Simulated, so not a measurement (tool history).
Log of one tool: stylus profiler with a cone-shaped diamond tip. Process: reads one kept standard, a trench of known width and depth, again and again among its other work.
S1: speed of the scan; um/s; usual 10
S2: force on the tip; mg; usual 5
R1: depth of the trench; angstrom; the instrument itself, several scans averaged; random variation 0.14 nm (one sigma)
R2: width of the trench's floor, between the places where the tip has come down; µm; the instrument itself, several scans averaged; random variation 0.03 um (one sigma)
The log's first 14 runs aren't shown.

run,hour,S1,S2,R1,R2
15,597.6,10,4.52,5094.6,96.44
16,655.9,2,10.53,5163.2,96.46
17,705.4,32,2.91,5070.6,96.22
18,772.2,3,6.33,5121.7,96.3
19,823.1,12,2.51,5065.4,96.26
20,873.9,38,10.92,5168.6,96.23
21,903.9,9,3.48,5082.2,96.19
22,935.6,10,13.63,5193.7,96.22
23,978,10,13.63,5194.6,96.22
24,1029,9,9.66,5158,96.16
25,1095.8,20,6.46,5122.7,96.13
26,1143.4,32,4.07,5091.1,96.05
27,1181.1,8,2.74,5071.8,96.1
28,1219.8,7,2.14,5063,96.12
29,1263.9,2,2.67,5070.2,96.07
30,1333.1,10,13.34,5194,96

Forecast each of these 4 alternatives for the next run:
A,1394.4,6,2.53,?,?
B,1394.4,10,5.53,?,?
C,1394.4,3,13.34,?,?
D,1394.4,14,3.97,?,?

run,R1,R2
A,5067.3,95.9
B,5110.2,95.92
C,5195.2,95.91
D,5090.4,95.91
Without the tool's hidden state the same runs would have given:
run,R1,R2
A,5058.1,96.92
B,5100.9,96.95
C,5185.8,96.94
D,5081.1,96.94

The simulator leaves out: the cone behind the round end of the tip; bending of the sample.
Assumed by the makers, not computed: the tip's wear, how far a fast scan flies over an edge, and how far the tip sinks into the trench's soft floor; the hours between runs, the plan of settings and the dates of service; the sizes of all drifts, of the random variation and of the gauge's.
